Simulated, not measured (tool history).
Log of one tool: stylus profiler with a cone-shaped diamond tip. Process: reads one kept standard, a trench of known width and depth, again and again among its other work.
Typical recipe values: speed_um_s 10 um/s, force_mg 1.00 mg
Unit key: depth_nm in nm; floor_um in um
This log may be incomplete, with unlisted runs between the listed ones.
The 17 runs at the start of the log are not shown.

run 18 day=46.704 | speed_um_s=10 force_mg=1.00 | depth_nm=504.11 floor_um=16.18
run 19 day=48.500 | speed_um_s=4 force_mg=1.00 | depth_nm=504.32 floor_um=16.20
run 20 day=50.700 | speed_um_s=8 force_mg=0.85 | depth_nm=504.07 floor_um=16.09
run 21 day=52.754 | speed_um_s=8 force_mg=0.85 | depth_nm=504.51 floor_um=16.21
run 22 day=56.142 | speed_um_s=2 force_mg=0.44 | depth_nm=503.57 floor_um=16.17
run 23 day=58.117 | speed_um_s=2 force_mg=0.44 | depth_nm=503.52 floor_um=16.20
run 24 day=60.950 | speed_um_s=11 force_mg=0.46 | depth_nm=503.53 floor_um=16.06
run 25 day=62.675 | speed_um_s=4 force_mg=2.82 | depth_nm=506.47 floor_um=16.21
run 26 day=64.438 | speed_um_s=10 force_mg=1.00 | depth_nm=504.46 floor_um=16.09
run 27 day=67.088 | speed_um_s=35 force_mg=1.00 | depth_nm=504.53 floor_um=15.86
run 28 day=69.946 | speed_um_s=35 force_mg=1.00 | depth_nm=504.57 floor_um=15.89
run 29 day=72.746 | speed_um_s=6 force_mg=0.57 | depth_nm=503.92 floor_um=16.00
run 30 day=75.104 | speed_um_s=2 force_mg=0.46 | depth_nm=504.10 floor_um=16.09
run 31 day=77.317 | speed_um_s=11 force_mg=0.46 | depth_nm=503.99 floor_um=15.94
-- day=79.054 height scale calibrated on a step standard
run 32 day=79.508 | speed_um_s=11 force_mg=0.46 | depth_nm=501.03 floor_um=15.98
run 33 day=83.158 | speed_um_s=11 force_mg=0.46 | depth_nm=501.24 floor_um=15.87
run 34 day=86.875 | speed_um_s=2 force_mg=0.69 | depth_nm=501.46 floor_um=16.07
run 35 day=88.883 | speed_um_s=2 force_mg=0.69 | depth_nm=501.55 floor_um=16.01
run 36 day=91.325 | speed_um_s=21 force_mg=1.24 | depth_nm=502.46 floor_um=15.89
run 37 day=92.958 | speed_um_s=21 force_mg=1.24 | depth_nm=502.54 floor_um=15.89

Forecast each of these 5 alternatives for the next run:
run A day=94.600 | speed_um_s=9 force_mg=1.03 | depth_nm=? floor_um=?
run B day=94.600 | speed_um_s=21 force_mg=0.47 | depth_nm=? floor_um=?
run C day=94.600 | speed_um_s=5 force_mg=0.35 | depth_nm=? floor_um=?
run D day=94.600 | speed_um_s=2 force_mg=1.57 | depth_nm=? floor_um=?
run E day=94.600 | speed_um_s=21 force_mg=1.78 | depth_nm=? floor_um=?

run=A depth_nm=502.25 floor_um=15.96
run=B depth_nm=501.59 floor_um=15.76
run=C depth_nm=501.34 floor_um=15.94
run=D depth_nm=502.92 floor_um=15.98
run=E depth_nm=503.33 floor_um=15.92
The same runs, with their run-to-run variation unchanged, on a tool lacking any hidden condition would have given:
run=A depth_nm=502.05 floor_um=17.30
run=B depth_nm=501.39 floor_um=17.10
run=C depth_nm=501.14 floor_um=17.28
run=D depth_nm=502.72 floor_um=17.32
run=E depth_nm=503.13 floor_um=17.25

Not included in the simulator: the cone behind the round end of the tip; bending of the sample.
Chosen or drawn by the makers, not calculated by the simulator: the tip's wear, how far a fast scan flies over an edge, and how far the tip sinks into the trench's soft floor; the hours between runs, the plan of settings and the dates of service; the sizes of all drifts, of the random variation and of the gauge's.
